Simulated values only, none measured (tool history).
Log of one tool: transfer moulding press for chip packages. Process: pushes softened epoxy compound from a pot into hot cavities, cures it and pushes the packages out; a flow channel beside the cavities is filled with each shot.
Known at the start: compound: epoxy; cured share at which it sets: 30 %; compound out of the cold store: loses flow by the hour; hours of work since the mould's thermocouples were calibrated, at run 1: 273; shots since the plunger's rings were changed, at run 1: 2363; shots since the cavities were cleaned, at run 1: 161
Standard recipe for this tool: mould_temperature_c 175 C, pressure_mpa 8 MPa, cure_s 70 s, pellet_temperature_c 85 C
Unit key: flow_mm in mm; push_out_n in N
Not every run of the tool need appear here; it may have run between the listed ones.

run	hour	mould_temperature_c	pressure_mpa	cure_s	pellet_temperature_c	hours of work since the mould's thermocouples were calibrated	shots since the plunger's rings were changed	shots since the cavities were cleaned	incoming compound's hours out of the cold store	flow_mm	push_out_n
1	0	175	8	70	85	273	2363	161	20.5	604	574
2	18.7	175	8	70	85	282	2594	392	27	587	693
# hour 39.7: cavities cleaned with cleaning compound and waxed
3	44.6	175	8	70	85	295	2896	60	37.7	566	847
4	81.5	175	8	70	86	314	3353	517	31.5	578	906
# hour 92.1: cavities cleaned with cleaning compound and waxed
5	112.5	175	8	70	86	329	3718	252	45.9	541	581
6	134.2	174	8	70	85	340	3987	521	37.7	558	766
# hour 146.5: cavities cleaned with cleaning compound and waxed
7	152.2	174	8	70	85	348	4191	70	35.2	567	522
8	168.2	174	8	70	85	356	4388	267	37.5	552	656
# hour 177.3: plunger's sealing rings changed
# hour 203.3: cavities cleaned with cleaning compound and waxed
9	208.1	175	8	70	85	374	363	59	16.9	643	503
# hour 221.8: cavities cleaned with cleaning compound and waxed, once more
10	247.9	175	7.01	70	85	394	838	323	38.2	545	622
# hour 276.4: cavities cleaned with cleaning compound and waxed
11	285	175	7.01	70	85	412	1278	106	14.6	599	575
12	315	175	8	70	85	427	1649	477	27.2	604	737
# hour 330.5: cavities cleaned with cleaning compound and waxed
13	346.3	175	8	70	83	443	2017	195	37	581	581
14	375.7	175	8	70	91	457	2381	559	15.6	622	764
# hour 384.2: cavities cleaned with cleaning compound and waxed
15	400.2	175	8	53	85	469	2666	198	34.6	574	1014
16	434.6	175	8.19	70	90	487	3092	624	12.8	622	802
# hour 439.3: cavities cleaned with cleaning compound and waxed
17	474.8	175	8.19	70	85	506	3571	439	24.3	591	761
# hour 493.2: cavities cleaned with cleaning compound and waxed
18	501.9	175	8	70	94	519	3888	107	32	564	495
19	520.3	175	8	70	94	529	4116	335	41.2	547	616
# hour 545.8: cavities cleaned with cleaning compound and waxed
# hour 554.9: plunger's sealing rings changed
20	561.4	175	8.59	103	85	548	80	162	30.2	628	253
21	583	171	8	94	85	559	349	431	40.4	598	440
# hour 601.8: cavities cleaned with cleaning compound and waxed
22	602.2	171	8	75	79	568	567	5	24.3	639	545
23	619.4	175	8.56	70	76	576	780	218	13.3	668	675
24	647.2	169	7.56	82	76	591	1124	562	20.1	627	902
# hour 655.9: cavities cleaned with cleaning compound and waxed
25	686.9	169	8.2	82	90	610	1597	383	24.8	636	704
# hour 709.6: cavities cleaned with cleaning compound and waxed
26	722.1	170	6.06	82	90	627	2014	155	28.9	527	541
27	748	168	9.26	72	90	640	2335	476	30.1	655	1093

What if the next run were any one of these 3? Each begins from the tool's condition after run 27:
# hour 763.8: cavities cleaned with cleaning compound and waxed
A	774.9	181	9.26	72	90	653	2649	138	20.9	?	?
# hour 763.8: cavities cleaned with cleaning compound and waxed
B	774.9	175	8.7	63	82	653	2649	138	39.1	?	?
# hour 763.8: cavities cleaned with cleaning compound and waxed
C	774.9	174	9.62	84	85	653	2649	138	23.2	?	?

run	flow_mm	push_out_n
A	636	330
B	587	717
C	659	366
Stripped of hidden state, with their random variation kept, the same runs would have yielded:
run	flow_mm	push_out_n
A	660	244
B	609	539
C	683	270
